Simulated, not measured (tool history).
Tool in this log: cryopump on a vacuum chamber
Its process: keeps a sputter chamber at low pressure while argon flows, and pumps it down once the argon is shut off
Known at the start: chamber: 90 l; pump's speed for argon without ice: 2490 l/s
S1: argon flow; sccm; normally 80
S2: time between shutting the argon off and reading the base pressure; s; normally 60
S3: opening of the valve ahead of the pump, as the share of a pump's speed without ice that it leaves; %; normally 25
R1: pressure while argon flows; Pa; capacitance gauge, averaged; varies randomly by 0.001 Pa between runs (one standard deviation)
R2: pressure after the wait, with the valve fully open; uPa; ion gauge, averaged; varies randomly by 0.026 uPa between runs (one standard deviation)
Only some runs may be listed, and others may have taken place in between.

run 1 hour=0.0 | S1=80 S2=60 S3=25 | R1=0.2232 R2=1.41
run 2 hour=47.8 | S1=80 S2=60 S3=25 | R1=0.2266 R2=1.45
run 3 hour=73.4 | S1=80 S2=60 S3=25 | R1=0.2269 R2=1.43
run 4 hour=115.9 | S1=80 S2=60 S3=25 | R1=0.2187 R2=1.45
run 5 hour=143.4 | S1=80 S2=48 S3=25 | R1=0.2191 R2=1.59
run 6 hour=189.6 | S1=80 S2=60 S3=25 | R1=0.2189 R2=1.37
run 7 hour=209.0 | S1=80 S2=60 S3=25 | R1=0.2185 R2=1.43
run 8 hour=243.3 | S1=80 S2=60 S3=16 | R1=0.3383 R2=1.38
run 9 hour=267.9 | S1=80 S2=60 S3=16 | R1=0.3402 R2=1.42
run 10 hour=312.9 | S1=80 S2=60 S3=16 | R1=0.3426 R2=1.41
run 11 hour=337.0 | S1=80 S2=60 S3=17 | R1=0.3222 R2=1.50
run 12 hour=384.5 | S1=80 S2=60 S3=17 | R1=0.3234 R2=1.47
run 13 hour=420.0 | S1=80 S2=60 S3=17 | R1=0.3225 R2=1.44
run 14 hour=454.5 | S1=80 S2=60 S3=25 | R1=0.2227 R2=1.44
run 15 hour=497.1 | S1=44 S2=226 S3=18 | R1=0.1693 R2=0.74
run 16 hour=534.8 | S1=44 S2=226 S3=18 | R1=0.1686 R2=0.78
run 17 hour=577.9 | S1=44 S2=226 S3=18 | R1=0.1693 R2=0.84
run 18 hour=601.2 | S1=32 S2=193 S3=25 | R1=0.0885 R2=0.84
run 19 hour=622.7 | S1=99 S2=35 S3=35 | R1=0.2012 R2=2.16
run 20 hour=647.0 | S1=116 S2=60 S3=25 | R1=0.3277 R2=1.51
run 21 hour=688.7 | S1=137 S2=273 S3=18 | R1=0.5288 R2=0.78
run 22 hour=728.1 | S1=137 S2=239 S3=18 | R1=0.5301 R2=0.76
run 23 hour=760.5 | S1=77 S2=111 S3=31 | R1=0.1755 R2=1.10
run 24 hour=781.0 | S1=105 S2=111 S3=50 | R1=0.1534 R2=1.14
run 25 hour=815.4 | S1=111 S2=111 S3=50 | R1=0.1642 R2=1.07
run 26 hour=840.4 | S1=112 S2=34 S3=24 | R1=0.3197 R2=2.15
run 27 hour=875.5 | S1=37 S2=41 S3=25 | R1=0.1014 R2=1.90

Not shown here: 2 entries made in the log between runs. Locate each between two listed runs and compare the hidden state at the listed run before it with the hidden state at the listed run after it:
After run 3, before run 4: pump warmed up, emptied and cooled again (hour 93.2)
  pump's speed, % of a pump's without ice: 87.3 -> 99.3; cold plate's temperature, K: 12.66 -> 12.67; leak into the chamber, uPa l/s: 1082 -> 1096
  the result without the hidden state subtracted from the measured one, R1: +0.0087 -> +0.0011 Pa; R2: +0.37 -> +0.34 uPa
After run 25, before run 26: pump warmed up, emptied and cooled again (hour 823.7)
  pump's speed, % of a pump's without ice: 87.5 -> 99.3; leak into the chamber, uPa l/s: 1339 -> 1345
  the result without the hidden state subtracted from the measured one, R1: +0.0123 -> +0.0019 Pa; R2: +0.49 -> +0.43 uPa
